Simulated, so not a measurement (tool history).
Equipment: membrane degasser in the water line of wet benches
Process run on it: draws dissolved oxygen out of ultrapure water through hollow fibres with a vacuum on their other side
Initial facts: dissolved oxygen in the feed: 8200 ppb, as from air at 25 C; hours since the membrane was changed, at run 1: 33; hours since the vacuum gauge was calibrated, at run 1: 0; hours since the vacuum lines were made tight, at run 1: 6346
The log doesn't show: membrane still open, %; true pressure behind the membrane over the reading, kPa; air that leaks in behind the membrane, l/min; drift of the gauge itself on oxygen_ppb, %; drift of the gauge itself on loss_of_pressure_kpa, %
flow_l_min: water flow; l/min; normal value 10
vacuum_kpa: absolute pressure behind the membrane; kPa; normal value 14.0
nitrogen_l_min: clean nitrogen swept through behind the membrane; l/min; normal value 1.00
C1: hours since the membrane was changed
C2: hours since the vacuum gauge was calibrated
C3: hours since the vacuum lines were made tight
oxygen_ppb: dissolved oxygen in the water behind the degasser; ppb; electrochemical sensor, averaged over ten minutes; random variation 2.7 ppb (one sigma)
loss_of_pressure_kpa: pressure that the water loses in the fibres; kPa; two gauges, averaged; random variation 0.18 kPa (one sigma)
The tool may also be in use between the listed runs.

{"run": 1, "hour": 0.0, "flow_l_min": 10, "vacuum_kpa": 14.0, "nitrogen_l_min": 1.0, "C1": 33, "C2": 0, "C3": 6346, "oxygen_ppb": 267.0, "loss_of_pressure_kpa": 32.3}
{"run": 2, "hour": 59.4, "flow_l_min": 10, "vacuum_kpa": 14.0, "nitrogen_l_min": 1.0, "C1": 93, "C2": 59, "C3": 6406, "oxygen_ppb": 270.1, "loss_of_pressure_kpa": 31.92}
{"run": 3, "hour": 126.0, "flow_l_min": 10, "vacuum_kpa": 14.0, "nitrogen_l_min": 1.0, "C1": 159, "C2": 126, "C3": 6472, "oxygen_ppb": 268.2, "loss_of_pressure_kpa": 32.1}
{"run": 4, "hour": 221.2, "flow_l_min": 10, "vacuum_kpa": 14.0, "nitrogen_l_min": 1.0, "C1": 254, "C2": 221, "C3": 6567, "oxygen_ppb": 271.7, "loss_of_pressure_kpa": 31.98}
{"run": 5, "hour": 316.4, "flow_l_min": 10, "vacuum_kpa": 14.0, "nitrogen_l_min": 1.0, "C1": 350, "C2": 316, "C3": 6663, "oxygen_ppb": 266.5, "loss_of_pressure_kpa": 31.86}
{"run": 6, "hour": 399.9, "flow_l_min": 10, "vacuum_kpa": 14.0, "nitrogen_l_min": 1.41, "C1": 433, "C2": 400, "C3": 6746, "oxygen_ppb": 205.8, "loss_of_pressure_kpa": 31.65}
{"run": 7, "hour": 470.1, "flow_l_min": 10, "vacuum_kpa": 14.0, "nitrogen_l_min": 1.41, "C1": 503, "C2": 470, "C3": 6816, "oxygen_ppb": 201.6, "loss_of_pressure_kpa": 31.63}
{"run": 8, "hour": 564.2, "flow_l_min": 10, "vacuum_kpa": 18.5, "nitrogen_l_min": 1.0, "C1": 597, "C2": 564, "C3": 6910, "oxygen_ppb": 374.4, "loss_of_pressure_kpa": 31.91}
{"run": 9, "hour": 608.7, "flow_l_min": 10, "vacuum_kpa": 18.5, "nitrogen_l_min": 1.0, "C1": 642, "C2": 609, "C3": 6955, "oxygen_ppb": 374.1, "loss_of_pressure_kpa": 31.39}
{"run": 10, "hour": 654.2, "flow_l_min": 10, "vacuum_kpa": 28.7, "nitrogen_l_min": 1.0, "C1": 687, "C2": 654, "C3": 7000, "oxygen_ppb": 592.3, "loss_of_pressure_kpa": 31.39}
{"run": 11, "hour": 709.8, "flow_l_min": 10, "vacuum_kpa": 14.0, "nitrogen_l_min": 0.63, "C1": 743, "C2": 710, "C3": 7056, "oxygen_ppb": 397.1, "loss_of_pressure_kpa": 31.21}
{"run": 12, "hour": 788.2, "flow_l_min": 15, "vacuum_kpa": 10.8, "nitrogen_l_min": 0.63, "C1": 821, "C2": 788, "C3": 7134, "oxygen_ppb": 463.4, "loss_of_pressure_kpa": 46.93}
{"run": 13, "hour": 852.5, "flow_l_min": 15, "vacuum_kpa": 10.8, "nitrogen_l_min": 0.63, "C1": 886, "C2": 853, "C3": 7199, "oxygen_ppb": 466.3, "loss_of_pressure_kpa": 47.13}
{"run": 14, "hour": 895.0, "flow_l_min": 15, "vacuum_kpa": 10.8, "nitrogen_l_min": 0.63, "C1": 928, "C2": 895, "C3": 7241, "oxygen_ppb": 463.7, "loss_of_pressure_kpa": 46.91}
{"hour": 918.6, "done": "gauge calibrated"}
{"run": 15, "hour": 939.8, "flow_l_min": 8, "vacuum_kpa": 19.3, "nitrogen_l_min": 1.0, "C1": 973, "C2": 940, "C3": 7286, "oxygen_ppb": 308.5, "loss_of_pressure_kpa": 25.8}
{"run": 16, "hour": 980.4, "flow_l_min": 11, "vacuum_kpa": 10.5, "nitrogen_l_min": 0.45, "C1": 1013, "C2": 980, "C3": 7327, "oxygen_ppb": 398.4, "loss_of_pressure_kpa": 35.41}
{"run": 17, "hour": 1059.4, "flow_l_min": 11, "vacuum_kpa": 10.5, "nitrogen_l_min": 0.45, "C1": 1093, "C2": 1059, "C3": 7406, "oxygen_ppb": 406.4, "loss_of_pressure_kpa": 35.47}
{"run": 18, "hour": 1130.5, "flow_l_min": 11, "vacuum_kpa": 10.5, "nitrogen_l_min": 0.45, "C1": 1164, "C2": 1131, "C3": 7477, "oxygen_ppb": 405.1, "loss_of_pressure_kpa": 35.08}
{"run": 19, "hour": 1217.3, "flow_l_min": 11, "vacuum_kpa": 10.5, "nitrogen_l_min": 0.45, "C1": 1250, "C2": 1217, "C3": 7564, "oxygen_ppb": 410.2, "loss_of_pressure_kpa": 34.92}

Here are 5 independent what-if runs from the current tool condition. What would each one return?
{"run": "A", "hour": 1286.6, "flow_l_min": 11, "vacuum_kpa": 22.3, "nitrogen_l_min": 0.45, "C1": 1320, "C2": 1287, "C3": 7633, "oxygen_ppb": "?", "loss_of_pressure_kpa": "?"}
{"run": "B", "hour": 1286.6, "flow_l_min": 10, "vacuum_kpa": 34.3, "nitrogen_l_min": 0.98, "C1": 1320, "C2": 1287, "C3": 7633, "oxygen_ppb": "?", "loss_of_pressure_kpa": "?"}
{"run": "C", "hour": 1286.6, "flow_l_min": 11, "vacuum_kpa": 11.0, "nitrogen_l_min": 0.45, "C1": 1320, "C2": 1287, "C3": 7633, "oxygen_ppb": "?", "loss_of_pressure_kpa": "?"}
{"run": "D", "hour": 1286.6, "flow_l_min": 7, "vacuum_kpa": 33.1, "nitrogen_l_min": 2.11, "C1": 1320, "C2": 1287, "C3": 7633, "oxygen_ppb": "?", "loss_of_pressure_kpa": "?"}
{"run": "E", "hour": 1286.6, "flow_l_min": 11, "vacuum_kpa": 10.5, "nitrogen_l_min": 1.14, "C1": 1320, "C2": 1287, "C3": 7633, "oxygen_ppb": "?", "loss_of_pressure_kpa": "?"}

run=A oxygen_ppb=959.4 loss_of_pressure_kpa=34.93
run=B oxygen_ppb=711.8 loss_of_pressure_kpa=31.55
run=C oxygen_ppb=430.5 loss_of_pressure_kpa=34.89
run=D oxygen_ppb=244.0 loss_of_pressure_kpa=22.15
run=E oxygen_ppb=198.2 loss_of_pressure_kpa=34.83
Without the tool's unlogged condition, the same runs would have read:
run=A oxygen_ppb=959.2 loss_of_pressure_kpa=35.35
run=B oxygen_ppb=711.5 loss_of_pressure_kpa=31.93
run=C oxygen_ppb=430.4 loss_of_pressure_kpa=35.31
run=D oxygen_ppb=243.8 loss_of_pressure_kpa=22.41
run=E oxygen_ppb=198.1 loss_of_pressure_kpa=35.25
